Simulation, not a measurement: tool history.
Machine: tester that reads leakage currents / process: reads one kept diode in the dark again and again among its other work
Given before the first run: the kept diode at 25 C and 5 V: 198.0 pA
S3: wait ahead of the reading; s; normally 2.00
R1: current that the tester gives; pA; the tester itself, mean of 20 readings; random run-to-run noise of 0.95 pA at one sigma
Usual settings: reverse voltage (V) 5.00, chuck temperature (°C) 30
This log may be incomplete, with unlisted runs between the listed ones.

{"run": 1, "hour": 0.0, "reverse voltage (V)": 5.0, "chuck temperature (°C)": 30, "S3": 2.0, "R1": 323.47}
{"run": 2, "hour": 25.1, "reverse voltage (V)": 5.0, "chuck temperature (°C)": 30, "S3": 2.0, "R1": 323.98}
{"run": 3, "hour": 52.4, "reverse voltage (V)": 5.0, "chuck temperature (°C)": 30, "S3": 2.0, "R1": 324.89}
{"run": 4, "hour": 80.1, "reverse voltage (V)": 5.0, "chuck temperature (°C)": 30, "S3": 2.0, "R1": 323.21}
{"run": 5, "hour": 105.2, "reverse voltage (V)": 5.0, "chuck temperature (°C)": 30, "S3": 2.0, "R1": 320.93}
{"run": 6, "hour": 122.2, "reverse voltage (V)": 5.0, "chuck temperature (°C)": 30, "S3": 2.0, "R1": 324.81}
{"run": 7, "hour": 150.3, "reverse voltage (V)": 5.0, "chuck temperature (°C)": 30, "S3": 2.0, "R1": 320.75}
{"run": 8, "hour": 173.7, "reverse voltage (V)": 5.0, "chuck temperature (°C)": 30, "S3": 2.0, "R1": 321.52}
{"run": 9, "hour": 200.4, "reverse voltage (V)": 5.0, "chuck temperature (°C)": 30, "S3": 2.0, "R1": 321.43}
{"run": 10, "hour": 225.7, "reverse voltage (V)": 5.0, "chuck temperature (°C)": 30, "S3": 2.0, "R1": 320.14}
{"run": 11, "hour": 239.3, "reverse voltage (V)": 5.0, "chuck temperature (°C)": 30, "S3": 0.42, "R1": 320.66}
{"run": 12, "hour": 256.6, "reverse voltage (V)": 2.33, "chuck temperature (°C)": 30, "S3": 2.0, "R1": 227.86}
{"run": 13, "hour": 275.9, "reverse voltage (V)": 2.33, "chuck temperature (°C)": 30, "S3": 2.0, "R1": 227.26}
{"run": 14, "hour": 306.5, "reverse voltage (V)": 2.33, "chuck temperature (°C)": 30, "S3": 2.0, "R1": 228.07}
{"run": 15, "hour": 320.1, "reverse voltage (V)": 2.33, "chuck temperature (°C)": 30, "S3": 2.0, "R1": 225.55}
{"run": 16, "hour": 346.5, "reverse voltage (V)": 2.33, "chuck temperature (°C)": 30, "S3": 2.0, "R1": 226.49}
{"run": 17, "hour": 360.4, "reverse voltage (V)": 2.33, "chuck temperature (°C)": 30, "S3": 2.0, "R1": 226.02}
{"run": 18, "hour": 388.5, "reverse voltage (V)": 2.33, "chuck temperature (°C)": 30, "S3": 2.0, "R1": 225.74}
{"run": 19, "hour": 403.4, "reverse voltage (V)": 14.16, "chuck temperature (°C)": 30, "S3": 2.0, "R1": 514.27}
{"run": 20, "hour": 429.0, "reverse voltage (V)": 14.16, "chuck temperature (°C)": 30, "S3": 2.0, "R1": 511.72}
{"run": 21, "hour": 443.6, "reverse voltage (V)": 2.53, "chuck temperature (°C)": 30, "S3": 5.89, "R1": 232.42}
{"run": 22, "hour": 470.9, "reverse voltage (V)": 2.53, "chuck temperature (°C)": 30, "S3": 5.89, "R1": 233.18}
{"run": 23, "hour": 499.4, "reverse voltage (V)": 6.31, "chuck temperature (°C)": 32, "S3": 4.57, "R1": 419.7}
{"hour": 504.4, "done": "probe card cleaned and baked"}
{"run": 24, "hour": 516.3, "reverse voltage (V)": 5.0, "chuck temperature (°C)": 30, "S3": 2.0, "R1": 320.6}
{"run": 25, "hour": 540.5, "reverse voltage (V)": 5.0, "chuck temperature (°C)": 30, "S3": 2.0, "R1": 321.04}
{"run": 26, "hour": 564.3, "reverse voltage (V)": 5.0, "chuck temperature (°C)": 30, "S3": 2.0, "R1": 320.85}
{"run": 27, "hour": 577.5, "reverse voltage (V)": 5.0, "chuck temperature (°C)": 30, "S3": 2.0, "R1": 319.85}
{"run": 28, "hour": 591.0, "reverse voltage (V)": 4.59, "chuck temperature (°C)": 53, "S3": 5.51, "R1": 2131.65}
{"run": 29, "hour": 616.3, "reverse voltage (V)": 4.59, "chuck temperature (°C)": 53, "S3": 5.51, "R1": 2131.65}
{"run": 30, "hour": 645.4, "reverse voltage (V)": 4.59, "chuck temperature (°C)": 20, "S3": 0.5, "R1": 126.62}
{"run": 31, "hour": 669.0, "reverse voltage (V)": 4.59, "chuck temperature (°C)": 20, "S3": 0.5, "R1": 126.62}
{"hour": 688.6, "done": "probe card cleaned and baked, once more"}
{"run": 32, "hour": 691.0, "reverse voltage (V)": 2.1, "chuck temperature (°C)": 37, "S3": 1.13, "R1": 389.6}
{"run": 33, "hour": 715.1, "reverse voltage (V)": 2.57, "chuck temperature (°C)": 21, "S3": 4.49, "R1": 95.93}
{"run": 34, "hour": 731.9, "reverse voltage (V)": 1.78, "chuck temperature (°C)": 28, "S3": 2.0, "R1": 159.62}
{"run": 35, "hour": 755.0, "reverse voltage (V)": 1.78, "chuck temperature (°C)": 28, "S3": 2.0, "R1": 160.08}
{"run": 36, "hour": 776.9, "reverse voltage (V)": 1.21, "chuck temperature (°C)": 34, "S3": 1.05, "R1": 232.59}
{"run": 37, "hour": 792.1, "reverse voltage (V)": 1.87, "chuck temperature (°C)": 54, "S3": 1.57, "R1": 1547.19}
{"run": 38, "hour": 820.6, "reverse voltage (V)": 1.87, "chuck temperature (°C)": 54, "S3": 1.57, "R1": 1536.93}
{"run": 39, "hour": 844.6, "reverse voltage (V)": 1.87, "chuck temperature (°C)": 22, "S3": 1.57, "R1": 91.43}
{"run": 40, "hour": 871.2, "reverse voltage (V)": 1.87, "chuck temperature (°C)": 22, "S3": 1.57, "R1": 91.69}

Below are 3 alternative next runs, each starting from the tool's condition after run 40. Predict each:
{"run": "A", "hour": 901.7, "reverse voltage (V)": 12.07, "chuck temperature (°C)": 31, "S3": 0.77, "R1": "?"}
{"run": "B", "hour": 901.7, "reverse voltage (V)": 16.48, "chuck temperature (°C)": 21, "S3": 0.93, "R1": "?"}
{"run": "C", "hour": 901.7, "reverse voltage (V)": 5.0, "chuck temperature (°C)": 41, "S3": 4.65, "R1": "?"}

run=A R1=483.63
run=B R1=215.98
run=C R1=803.25
The same runs, with their run-to-run variation unchanged, on a tool lacking any hidden condition would have given:
run=A R1=509.97
run=B R1=227.05
run=C R1=846.11
